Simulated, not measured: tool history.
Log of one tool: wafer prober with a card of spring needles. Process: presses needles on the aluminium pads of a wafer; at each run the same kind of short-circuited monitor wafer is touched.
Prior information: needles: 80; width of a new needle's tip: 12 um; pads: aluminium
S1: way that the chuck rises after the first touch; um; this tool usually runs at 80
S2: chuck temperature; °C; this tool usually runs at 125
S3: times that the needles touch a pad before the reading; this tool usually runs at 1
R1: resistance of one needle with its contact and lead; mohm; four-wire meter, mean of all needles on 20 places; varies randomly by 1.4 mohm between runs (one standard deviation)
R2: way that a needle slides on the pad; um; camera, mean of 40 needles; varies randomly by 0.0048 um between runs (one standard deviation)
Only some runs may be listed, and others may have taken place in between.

run,hour,S1,S2,S3,R1,R2
1,0.0,80,125,1,231,9.857
# hour 16.5: tips cleaned on abrasive film
# hour 33.0: tips cleaned on abrasive film
# hour 41.5: height of the first contact set anew
2,47.6,80,125,1,232,9.861
# hour 51.8: tips cleaned on abrasive film
# hour 72.4: tips cleaned on abrasive film
# hour 89.0: tips cleaned on abrasive film
# hour 109.6: tips cleaned on abrasive film
3,110.6,98,125,1,233,12.081
# hour 127.2: tips cleaned on abrasive film
# hour 147.8: tips cleaned on abrasive film
# hour 164.3: tips cleaned on abrasive film
4,176.3,98,125,1,232,12.079
# hour 184.6: tips cleaned on abrasive film
# hour 201.1: tips cleaned on abrasive film
# hour 217.6: tips cleaned on abrasive film
5,223.3,77,125,1,234,9.498
# hour 235.7: tips cleaned on abrasive film
# hour 252.2: tips cleaned on abrasive film
# hour 252.5: height of the first contact set anew
# hour 269.1: tips cleaned on abrasive film
6,285.2,77,125,1,233,9.500
# hour 289.4: tips cleaned on abrasive film
# hour 306.0: tips cleaned on abrasive film
# hour 322.5: tips cleaned on abrasive film
# hour 343.1: tips cleaned on abrasive film
# hour 359.6: tips cleaned on abrasive film
7,366.3,77,125,1,237,9.505
# hour 378.7: tips cleaned on abrasive film
# hour 399.3: tips cleaned on abrasive film
# hour 420.0: tips cleaned on abrasive film
8,420.5,77,125,1,232,9.495
# hour 437.1: tips cleaned on abrasive film
# hour 453.6: tips cleaned on abrasive film
# hour 462.1: height of the first contact set anew
# hour 474.5: tips cleaned on abrasive film
9,488.2,77,125,1,233,9.507
# hour 492.4: tips cleaned on abrasive film
# hour 509.0: tips cleaned on abrasive film
# hour 525.5: tips cleaned on abrasive film
10,541.4,77,125,1,232,9.511
# hour 545.6: tips cleaned on abrasive film
# hour 562.1: tips cleaned on abrasive film
# hour 582.7: tips cleaned on abrasive film
11,598.6,80,125,2,233,9.879
# hour 602.8: tips cleaned on abrasive film
# hour 623.4: tips cleaned on abrasive film
# hour 639.9: tips cleaned on abrasive film
# hour 656.5: tips cleaned on abrasive film
12,666.7,80,125,2,232,9.887
# hour 671.1: height of the first contact set anew
# hour 675.4: tips cleaned on abrasive film
# hour 691.9: tips cleaned on abrasive film
# hour 712.5: tips cleaned on abrasive film
# hour 729.0: tips cleaned on abrasive film
# hour 749.6: tips cleaned on abrasive film
13,758.8,80,125,2,230,9.882
# hour 767.1: tips cleaned on abrasive film
# hour 783.6: tips cleaned on abrasive film
# hour 804.3: tips cleaned on abrasive film
14,818.4,80,125,2,233,9.891
# hour 822.6: tips cleaned on abrasive film
# hour 839.1: tips cleaned on abrasive film
# hour 855.6: tips cleaned on abrasive film
# hour 874.6: tips cleaned on abrasive film
15,874.6,80,125,1,233,9.892
# hour 883.1: height of the first contact set anew
# hour 895.5: tips cleaned on abrasive film
# hour 912.0: tips cleaned on abrasive film
# hour 928.5: tips cleaned on abrasive film
16,931.6,80,125,1,232,9.897
# hour 948.1: tips cleaned on abrasive film
# hour 964.6: tips cleaned on abrasive film
17,976.4,80,125,1,233,9.906
# hour 984.8: tips cleaned on abrasive film
# hour 1001.3: tips cleaned on abrasive film
# hour 1017.8: tips cleaned on abrasive film
# hour 1034.3: tips cleaned on abrasive film
# hour 1054.9: tips cleaned on abrasive film
# hour 1074.2: tips cleaned on abrasive film
18,1074.2,80,125,2,233,9.899
# hour 1090.7: tips cleaned on abrasive film
# hour 1095.1: height of the first contact set anew
# hour 1111.6: tips cleaned on abrasive film
# hour 1128.2: tips cleaned on abrasive film
# hour 1144.7: tips cleaned on abrasive film
# hour 1165.3: tips cleaned on abrasive film
19,1165.5,80,125,1,232,9.904
# hour 1182.0: tips cleaned on abrasive film
# hour 1202.6: tips cleaned on abrasive film
# hour 1219.1: tips cleaned on abrasive film
# hour 1235.6: tips cleaned on abrasive film
20,1246.6,75,125,1,229,9.291
# hour 1255.0: tips cleaned on abrasive film
# hour 1271.5: tips cleaned on abrasive film
# hour 1292.1: tips cleaned on abrasive film
# hour 1304.7: height of the first contact set anew
# hour 1308.9: tips cleaned on abrasive film
# hour 1329.5: tips cleaned on abrasive film
21,1332.9,61,63,1,219,7.556
# hour 1349.4: tips cleaned on abrasive film
# hour 1365.9: tips cleaned on abrasive film
# hour 1386.6: tips cleaned on abrasive film
# hour 1407.2: tips cleaned on abrasive film
# hour 1427.8: tips cleaned on abrasive film
22,1431.0,80,125,1,235,9.915
# hour 1447.6: tips cleaned on abrasive film
# hour 1464.1: tips cleaned on abrasive film
# hour 1484.7: tips cleaned on abrasive film
# hour 1505.3: tips cleaned on abrasive film
# hour 1513.8: height of the first contact set anew
# hour 1526.2: tips cleaned on abrasive film
23,1528.1,66,43,2,212,8.192
# hour 1544.6: tips cleaned on abrasive film
# hour 1565.2: tips cleaned on abrasive film
# hour 1585.8: tips cleaned on abrasive film
# hour 1602.3: tips cleaned on abrasive film
# hour 1618.8: tips cleaned on abrasive film
24,1628.4,66,43,2,212,8.193
# hour 1636.7: tips cleaned on abrasive film
# hour 1653.2: tips cleaned on abrasive film
# hour 1673.8: tips cleaned on abrasive film
# hour 1690.3: tips cleaned on abrasive film
# hour 1711.0: tips cleaned on abrasive film
# hour 1723.6: height of the first contact set anew
25,1726.8,66,43,2,214,8.204
# hour 1731.0: tips cleaned on abrasive film
# hour 1747.5: tips cleaned on abrasive film
# hour 1768.1: tips cleaned on abrasive film
# hour 1788.7: tips cleaned on abrasive film
# hour 1806.6: tips cleaned on abrasive film
26,1806.6,66,43,2,213,8.206

Branching from run 26: 3 alternative next runs. What would each branch give?
# hour 1823.1: tips cleaned on abrasive film
# hour 1839.6: tips cleaned on abrasive film
# hour 1860.2: tips cleaned on abrasive film
# hour 1880.9: tips cleaned on abrasive film
# hour 1901.5: tips cleaned on abrasive film
A,1902.1,66,40,2,?,?
# hour 1823.1: tips cleaned on abrasive film
# hour 1839.6: tips cleaned on abrasive film
# hour 1860.2: tips cleaned on abrasive film
# hour 1880.9: tips cleaned on abrasive film
# hour 1901.5: tips cleaned on abrasive film
B,1902.1,99,125,3,?,?
# hour 1823.1: tips cleaned on abrasive film
# hour 1839.6: tips cleaned on abrasive film
# hour 1860.2: tips cleaned on abrasive film
# hour 1880.9: tips cleaned on abrasive film
# hour 1901.5: tips cleaned on abrasive film
C,1902.1,82,28,3,?,?

run,R1,R2
A,214,8.197
B,231,12.294
C,209,10.188
With no hidden state in the tool, these same runs would have given:
run,R1,R2
A,214,8.128
B,231,12.189
C,209,10.101

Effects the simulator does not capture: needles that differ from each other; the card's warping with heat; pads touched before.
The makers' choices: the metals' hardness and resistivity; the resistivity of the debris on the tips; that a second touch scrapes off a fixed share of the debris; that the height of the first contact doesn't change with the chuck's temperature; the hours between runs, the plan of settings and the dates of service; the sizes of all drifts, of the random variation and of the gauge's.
